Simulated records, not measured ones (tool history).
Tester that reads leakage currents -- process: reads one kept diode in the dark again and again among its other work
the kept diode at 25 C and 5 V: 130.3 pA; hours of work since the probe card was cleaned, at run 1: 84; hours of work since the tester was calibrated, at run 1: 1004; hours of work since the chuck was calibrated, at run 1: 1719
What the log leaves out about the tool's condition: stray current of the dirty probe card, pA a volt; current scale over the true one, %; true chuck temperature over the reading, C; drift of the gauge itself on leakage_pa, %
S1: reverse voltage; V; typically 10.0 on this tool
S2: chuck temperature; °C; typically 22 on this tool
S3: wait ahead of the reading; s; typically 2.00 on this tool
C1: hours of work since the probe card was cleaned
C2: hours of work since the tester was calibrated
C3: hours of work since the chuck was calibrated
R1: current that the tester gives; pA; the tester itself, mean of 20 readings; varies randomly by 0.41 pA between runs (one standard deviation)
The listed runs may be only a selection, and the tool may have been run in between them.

run   hour    S1  S2    S3   C1    C2    C3       R1
  1    0.0  10.0  22  2.00   84  1004  1719   119.26
  2   29.9  10.0  22  2.00  101  1021  1736   118.81
      57.7  -- chuck's temperature calibrated
  3   64.6  10.0  22  6.98  120  1039     4   137.21
  4  133.2   4.7  22  6.98  159  1078    43    96.74
  5  168.6   4.7  22  6.98  179  1098    63    95.97
  6  235.4   4.6  23  2.00  216  1136   101   104.92
  7  300.3   3.8  50  7.33  253  1173   137  1063.66
  8  365.2   3.8  50  7.33  290  1210   174  1055.97
  9  413.0  16.8  27  3.29  317  1237   201   282.32
 10  446.8  12.2  53  2.51  336  1256   220  2327.13

Some steps in R1 between neighbouring runs. How much of each would the tool show without its hidden state too (settings, what came in, random variation), and how much is left for the hidden state, with any gauge scatter that isn't in both results?
Run 2 -> 3: S3 2.00 -> 6.98, chuck's temperature calibrated. R1 +18.40 pA: hidden state +19.55, all else -1.15.
Run 9 -> 10: S1 16.8 -> 12.2, S2 27 -> 53, S3 3.29 -> 2.51. R1 +2044.81 pA: hidden state -2.52, all else +2047.33.

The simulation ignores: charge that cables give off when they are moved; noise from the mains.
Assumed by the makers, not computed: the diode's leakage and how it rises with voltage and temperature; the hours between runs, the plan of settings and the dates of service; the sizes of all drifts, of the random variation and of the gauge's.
